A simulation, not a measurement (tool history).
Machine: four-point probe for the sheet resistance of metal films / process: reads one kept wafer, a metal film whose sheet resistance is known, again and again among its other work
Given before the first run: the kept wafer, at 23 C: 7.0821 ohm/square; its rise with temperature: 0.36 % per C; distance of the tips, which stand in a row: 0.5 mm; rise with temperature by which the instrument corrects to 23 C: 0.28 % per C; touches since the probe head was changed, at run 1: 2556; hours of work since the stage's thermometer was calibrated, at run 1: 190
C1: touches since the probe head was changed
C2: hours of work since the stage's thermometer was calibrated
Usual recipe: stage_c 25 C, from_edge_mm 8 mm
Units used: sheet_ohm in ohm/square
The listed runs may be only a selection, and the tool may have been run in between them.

{"run": 1, "hour": 0.0, "stage_c": 25, "from_edge_mm": 8, "C1": 2556, "C2": 190, "sheet_ohm": 7.081109}
{"run": 2, "hour": 20.7, "stage_c": 25, "from_edge_mm": 8, "C1": 3097, "C2": 199, "sheet_ohm": 7.080584}
{"run": 3, "hour": 46.8, "stage_c": 25, "from_edge_mm": 8, "C1": 3784, "C2": 211, "sheet_ohm": 7.082128}
{"run": 4, "hour": 74.7, "stage_c": 25, "from_edge_mm": 4, "C1": 4516, "C2": 223, "sheet_ohm": 7.125573}
{"run": 5, "hour": 109.4, "stage_c": 25, "from_edge_mm": 4, "C1": 5424, "C2": 238, "sheet_ohm": 7.126608}
{"run": 6, "hour": 148.7, "stage_c": 25, "from_edge_mm": 3, "C1": 6455, "C2": 256, "sheet_ohm": 7.1711}
{"run": 7, "hour": 169.1, "stage_c": 25, "from_edge_mm": 3, "C1": 6992, "C2": 265, "sheet_ohm": 7.173503}
{"run": 8, "hour": 215.7, "stage_c": 25, "from_edge_mm": 3, "C1": 8212, "C2": 285, "sheet_ohm": 7.173782}
{"run": 9, "hour": 239.9, "stage_c": 25, "from_edge_mm": 8, "C1": 8849, "C2": 296, "sheet_ohm": 7.082505}
{"run": 10, "hour": 275.8, "stage_c": 25, "from_edge_mm": 8, "C1": 9789, "C2": 312, "sheet_ohm": 7.085738}
{"run": 11, "hour": 307.4, "stage_c": 25, "from_edge_mm": 8, "C1": 10617, "C2": 326, "sheet_ohm": 7.082489}
{"run": 12, "hour": 355.8, "stage_c": 25, "from_edge_mm": 8, "C1": 11887, "C2": 347, "sheet_ohm": 7.086439}
{"run": 13, "hour": 390.0, "stage_c": 25, "from_edge_mm": 8, "C1": 12784, "C2": 362, "sheet_ohm": 7.087792}
{"run": 14, "hour": 424.2, "stage_c": 25, "from_edge_mm": 8, "C1": 13681, "C2": 377, "sheet_ohm": 7.086049}
{"run": 15, "hour": 453.2, "stage_c": 25, "from_edge_mm": 8, "C1": 14442, "C2": 390, "sheet_ohm": 7.088074}
{"run": 16, "hour": 498.0, "stage_c": 25, "from_edge_mm": 8, "C1": 15618, "C2": 410, "sheet_ohm": 7.088073}
{"run": 17, "hour": 531.8, "stage_c": 25, "from_edge_mm": 8, "C1": 16502, "C2": 425, "sheet_ohm": 7.086297}
{"run": 18, "hour": 567.9, "stage_c": 25, "from_edge_mm": 8, "C1": 17450, "C2": 441, "sheet_ohm": 7.09046}
{"run": 19, "hour": 605.3, "stage_c": 25, "from_edge_mm": 8, "C1": 18430, "C2": 457, "sheet_ohm": 7.091158}
{"run": 20, "hour": 644.5, "stage_c": 25, "from_edge_mm": 8, "C1": 19458, "C2": 475, "sheet_ohm": 7.08963}
{"run": 21, "hour": 687.8, "stage_c": 25, "from_edge_mm": 8, "C1": 20593, "C2": 494, "sheet_ohm": 7.090743}
{"run": 22, "hour": 731.3, "stage_c": 25, "from_edge_mm": 8, "C1": 21735, "C2": 513, "sheet_ohm": 7.091449}
{"run": 23, "hour": 778.8, "stage_c": 29, "from_edge_mm": 5, "C1": 22981, "C2": 534, "sheet_ohm": 7.13774}
{"run": 24, "hour": 804.6, "stage_c": 29, "from_edge_mm": 5, "C1": 23657, "C2": 546, "sheet_ohm": 7.137799}
{"run": 25, "hour": 843.4, "stage_c": 20, "from_edge_mm": 4, "C1": 24675, "C2": 563, "sheet_ohm": 7.109443}
{"run": 26, "hour": 883.0, "stage_c": 28, "from_edge_mm": 4, "C1": 25712, "C2": 580, "sheet_ohm": 7.153009}
{"run": 27, "hour": 921.4, "stage_c": 28, "from_edge_mm": 4, "C1": 26722, "C2": 597, "sheet_ohm": 7.153293}
{"run": 28, "hour": 943.6, "stage_c": 28, "from_edge_mm": 4, "C1": 27303, "C2": 607, "sheet_ohm": 7.157279}
{"run": 29, "hour": 980.4, "stage_c": 33, "from_edge_mm": 12, "C1": 28269, "C2": 623, "sheet_ohm": 7.127293}
{"run": 30, "hour": 1029.0, "stage_c": 21, "from_edge_mm": 55, "C1": 29542, "C2": 645, "sheet_ohm": 7.059209}
{"run": 31, "hour": 1055.0, "stage_c": 21, "from_edge_mm": 55, "C1": 30225, "C2": 656, "sheet_ohm": 7.057085}
{"run": 32, "hour": 1103.3, "stage_c": 34, "from_edge_mm": 5, "C1": 31493, "C2": 678, "sheet_ohm": 7.169505}
{"run": 33, "hour": 1144.9, "stage_c": 29, "from_edge_mm": 71, "C1": 32583, "C2": 696, "sheet_ohm": 7.105223}
{"run": 34, "hour": 1182.9, "stage_c": 22, "from_edge_mm": 39, "C1": 33578, "C2": 713, "sheet_ohm": 7.06465}
{"run": 35, "hour": 1210.6, "stage_c": 28, "from_edge_mm": 10, "C1": 34307, "C2": 725, "sheet_ohm": 7.108495}
{"run": 36, "hour": 1239.5, "stage_c": 20, "from_edge_mm": 4, "C1": 35063, "C2": 738, "sheet_ohm": 7.116165}
{"run": 37, "hour": 1272.0, "stage_c": 20, "from_edge_mm": 10, "C1": 35915, "C2": 752, "sheet_ohm": 7.06714}
{"run": 38, "hour": 1309.1, "stage_c": 20, "from_edge_mm": 10, "C1": 36890, "C2": 768, "sheet_ohm": 7.064126}
{"run": 39, "hour": 1330.5, "stage_c": 21, "from_edge_mm": 8, "C1": 37451, "C2": 778, "sheet_ohm": 7.076505}
{"run": 40, "hour": 1370.1, "stage_c": 21, "from_edge_mm": 17, "C1": 38489, "C2": 795, "sheet_ohm": 7.069358}
{"run": 41, "hour": 1400.4, "stage_c": 34, "from_edge_mm": 25, "C1": 39282, "C2": 809, "sheet_ohm": 7.1347}
{"run": 42, "hour": 1438.8, "stage_c": 31, "from_edge_mm": 32, "C1": 40290, "C2": 826, "sheet_ohm": 7.12122}
{"run": 43, "hour": 1471.2, "stage_c": 31, "from_edge_mm": 32, "C1": 41141, "C2": 840, "sheet_ohm": 7.118432}

Hidden state or all else? Some run-to-run changes of sheet_ohm, split into what the settings, what came in and random variation would give without the hidden state, and what is left for the hidden state (with any gauge scatter that isn't in both results):
The hidden state here: inner tips' distance over the nominal, %; tips' flats over new ones', %; wafer's true temperature over the reading, C; drift of the gauge itself on sheet_ohm, %.
Run 8 -> 9: from_edge_mm 3 -> 8. sheet_ohm -0.091277 ohm/square: hidden state +0.000633, all else -0.091910.
Run 24 -> 25: stage_c 29 -> 20, from_edge_mm 5 -> 4. sheet_ohm -0.028356 ohm/square: hidden state +0.000930, all else -0.029286.
Run 29 -> 30: stage_c 33 -> 21, from_edge_mm 12 -> 55. sheet_ohm -0.068084 ohm/square: hidden state +0.001196, all else -0.069280.
Run 31 -> 32: stage_c 21 -> 34, from_edge_mm 55 -> 5. sheet_ohm +0.112420 ohm/square: hidden state +0.000124, all else +0.112296.
Run 32 -> 33: stage_c 34 -> 29, from_edge_mm 5 -> 71. sheet_ohm -0.064282 ohm/square: hidden state +0.000899, all else -0.065181.
